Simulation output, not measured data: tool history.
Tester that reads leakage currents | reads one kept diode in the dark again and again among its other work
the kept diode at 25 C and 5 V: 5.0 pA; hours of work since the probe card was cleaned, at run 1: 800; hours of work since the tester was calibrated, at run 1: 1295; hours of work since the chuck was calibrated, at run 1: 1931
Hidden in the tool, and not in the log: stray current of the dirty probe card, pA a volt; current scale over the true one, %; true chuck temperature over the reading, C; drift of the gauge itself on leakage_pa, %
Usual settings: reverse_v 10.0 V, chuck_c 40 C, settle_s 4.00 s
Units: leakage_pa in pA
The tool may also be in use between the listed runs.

run   hour  reverse_v  chuck_c  settle_s  hours of work since the probe card was cleaned  hours of work since the tester was calibrated  hours of work since the chuck was calibrated  leakage_pa
  1    0.0       10.0       40      4.00                                             800                                           1295                                          1931       29.54
  2   29.7       10.0       40      4.00                                             820                                           1315                                          1951       30.12
  3   53.6       10.0       40      4.00                                             837                                           1331                                          1967       30.19
  4   98.6       10.0       40      2.78                                             867                                           1362                                          1998       30.67
  5  147.6       10.0       24      4.00                                             901                                           1395                                          2031       17.46
  6  176.5       10.0       40      1.46                                             920                                           1415                                          2051       32.03
  7  206.3        3.2       40      4.00                                             940                                           1435                                          2071       14.13
  8  250.4        3.2       40      4.00                                             970                                           1465                                          2101       14.17
  9  282.5        3.2       40      4.00                                             992                                           1487                                          2123       14.46
 10  307.4        3.2       40      4.00                                            1009                                           1504                                          2140       14.44
 11  351.5        3.2       40      4.00                                            1039                                           1534                                          2170       14.51
 12  373.1       10.0       40      3.21                                            1054                                           1548                                          2185       32.41
 13  405.1       10.0       23      0.98                                            1076                                           1570                                          2206       20.72
 14  438.0       10.0       23      0.98                                            1098                                           1592                                          2229       21.08
 15  472.9        5.1       22      0.98                                            1122                                           1616                                          2252       11.64
     486.4  -- chuck's temperature calibrated
 16  521.5       13.8       30      0.56                                            1153                                           1648                                            24       36.66
 17  548.7        4.9       23      4.00                                            1172                                           1666                                            42       11.09
 18  568.5        4.9       23      9.54                                            1185                                           1680                                            56       10.97
 19  594.8       10.0       55      0.49                                            1203                                           1698                                            74       71.24
 20  632.4       10.0       55      0.49                                            1229                                           1723                                            99       71.66
 21  666.1       10.0       55      3.05                                            1252                                           1746                                           122       67.45
 22  711.1        1.8       55      2.31                                            1282                                           1777                                           153       22.92
 23  759.8       10.0       40      0.42                                            1315                                           1810                                           186       41.35

Forecast each of these 4 alternatives for the next run:
  A  797.6       10.0       35      2.16                                            1341                                           1836                                           212           ?
  B  797.6        9.4       40      0.72                                            1341                                           1836                                           212           ?
  C  797.6       10.0       24      0.31                                            1341                                           1836                                           212           ?
  D  797.6       10.0       40      0.36                                            1341                                           1836                                           212           ?

run  leakage_pa
  A       30.88
  B       37.07
  C       29.60
  D       42.44
Without the tool's hidden state the same runs would have given:
run  leakage_pa
  A       16.17
  B       23.32
  C       14.92
  D       27.78

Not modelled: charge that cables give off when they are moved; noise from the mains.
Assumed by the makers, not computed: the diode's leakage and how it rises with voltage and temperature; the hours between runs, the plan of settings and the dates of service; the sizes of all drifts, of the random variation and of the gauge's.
